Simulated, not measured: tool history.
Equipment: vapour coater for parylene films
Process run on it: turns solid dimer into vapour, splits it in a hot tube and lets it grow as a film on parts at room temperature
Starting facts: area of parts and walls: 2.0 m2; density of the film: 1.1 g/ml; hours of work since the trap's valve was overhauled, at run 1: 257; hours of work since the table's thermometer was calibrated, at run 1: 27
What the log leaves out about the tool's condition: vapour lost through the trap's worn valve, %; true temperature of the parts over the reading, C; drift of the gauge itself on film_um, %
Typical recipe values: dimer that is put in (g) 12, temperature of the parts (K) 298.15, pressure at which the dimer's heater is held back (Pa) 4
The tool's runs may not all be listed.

run    day  dimer that is put in (g)  temperature of the parts (K)  pressure at which the dimer's heater is held back (Pa)  hours of work since the trap's valve was overhauled  hours of work since the table's thermometer was calibrated  thickness of the film (nm)
  1      0                        12                        298.15                                                       4                                                  257                                                          27                        2660
  2  0.512                        12                        298.15                                                       4                                                  262                                                          32                        2730
  3  1.388                        12                        298.15                                                       4                                                  271                                                          41                        2600
  4  2.012                        12                        298.15                                                       4                                                  278                                                          48                        2660
  5  2.708                        12                        298.15                                                       4                                                  285                                                          55                        2650
  6  3.271                        12                        298.15                                                       4                                                  291                                                          61                        2630
  7   4.15                        12                        298.15                                                       4                                                  300                                                          70                        2660
  8  4.692                        12                        298.15                                                       4                                                  305                                                          76                        2690
  9  5.392                        12                        306.15                                                       4                                                  313                                                          83                        2200
 10   6.45                        12                        306.15                                                       4                                                  324                                                          94                        2200
 11  7.017                        12                        302.15                                                       4                                                  330                                                         100                        2430

Predict the results of run 12:
 12  7.479                        12                        293.15                                                    2.73                                                  334                                                         104                           ?

{"run 12": {"thickness of the film (nm)": 3130}}
On a tool with no hidden condition, and with the same random variation, this run would have come out at thickness of the film (nm) 3150.
